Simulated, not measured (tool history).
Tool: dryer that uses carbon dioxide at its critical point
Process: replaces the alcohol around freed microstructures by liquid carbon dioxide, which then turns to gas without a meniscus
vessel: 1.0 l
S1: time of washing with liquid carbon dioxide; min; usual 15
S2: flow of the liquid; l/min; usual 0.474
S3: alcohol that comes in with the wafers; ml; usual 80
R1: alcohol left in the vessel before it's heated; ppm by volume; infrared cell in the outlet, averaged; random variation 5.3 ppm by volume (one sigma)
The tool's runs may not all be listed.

| run | day | S1 | S2 | S3 | R1 |
|---|---|---|---|---|---|
| 1 | 0.000 | 15 | 0.474 | 80 | 219 |
| 2 | 2.133 | 12 | 0.474 | 80 | 550 |
| 3 | 3.975 | 19 | 0.474 | 80 | 125 |
| 4 | 5.921 | 19 | 0.474 | 80 | 131 |
| 5 | 7.971 | 15 | 0.474 | 29 | 179 |
| 6 | 9.112 | 15 | 0.474 | 60 | 241 |
| 7 | 10.475 | 15 | 0.474 | 60 | 244 |
| 8 | 11.929 | 15 | 0.474 | 60 | 248 |
| 9 | 13.304 | 15 | 0.474 | 60 | 273 |
| 10 | 14.446 | 15 | 0.474 | 80 | 326 |
| 11 | 16.050 | 15 | 0.474 | 80 | 337 |
| 12 | 18.562 | 14 | 0.557 | 80 | 257 |
| 13 | 20.712 | 14 | 0.557 | 54 | 235 |
| 14 | 22.729 | 14 | 0.557 | 54 | 255 |
|  | 24.312 | purifier's bed changed |
| 15 | 24.958 | 14 | 0.557 | 54 | 105 |
| 16 | 26.346 | 15 | 0.694 | 50 | 24 |
|  | 27.188 | inlet filter changed |
| 17 | 27.958 | 15 | 0.694 | 50 | 17 |
| 18 | 29.812 | 24 | 0.694 | 50 | 26 |
| 19 | 31.629 | 10 | 0.686 | 61 | 137 |
| 20 | 33.367 | 12 | 0.650 | 71 | 86 |
| 21 | 35.842 | 18 | 0.650 | 71 | 30 |

3 ways to go on from here, each from the tool as it stands after run 21. What would each give?
| A | 37.329 | 21 | 0.543 | 25 | ? |
| B | 37.329 | 24 | 0.643 | 76 | ? |
| C | 37.329 | 22 | 0.339 | 42 | ? |

| run | R1 |
|---|---|
| A | 48 |
| B | 38 |
| C | 127 |
Without the tool's hidden state the same runs would have given:
| run | R1 |
|---|---|
| A | 13 |
| B | 3 |
| C | 68 |
